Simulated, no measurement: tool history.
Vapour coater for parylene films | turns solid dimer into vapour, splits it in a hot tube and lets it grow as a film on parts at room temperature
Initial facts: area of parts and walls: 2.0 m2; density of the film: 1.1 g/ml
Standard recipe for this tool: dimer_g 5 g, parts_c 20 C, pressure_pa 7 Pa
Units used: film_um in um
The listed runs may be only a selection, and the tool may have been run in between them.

run 1 hour=0 | dimer_g=5 parts_c=20 pressure_pa=7 | film_um=0.94
run 2 hour=7.4 | dimer_g=5 parts_c=20 pressure_pa=7 | film_um=0.93
run 3 hour=22 | dimer_g=5 parts_c=20 pressure_pa=7 | film_um=0.9
run 4 hour=37.5 | dimer_g=5 parts_c=20 pressure_pa=7 | film_um=0.9
run 5 hour=53.8 | dimer_g=5 parts_c=20 pressure_pa=3.9 | film_um=1.03
run 6 hour=62 | dimer_g=4 parts_c=20 pressure_pa=7 | film_um=0.76
run 7 hour=78.8 | dimer_g=4 parts_c=20 pressure_pa=7 | film_um=0.73
run 8 hour=91.3 | dimer_g=5 parts_c=20 pressure_pa=7 | film_um=0.89
run 9 hour=105 | dimer_g=5 parts_c=20 pressure_pa=7 | film_um=0.88

The next listed run, before its measurement:
run 10 hour=117.4 | dimer_g=5 parts_c=20 pressure_pa=5.32 | film_um=?

Run 10 gave film_um 0.96 um.
Had the tool carried no hidden state, the very same run would have given film_um 1.06 um.
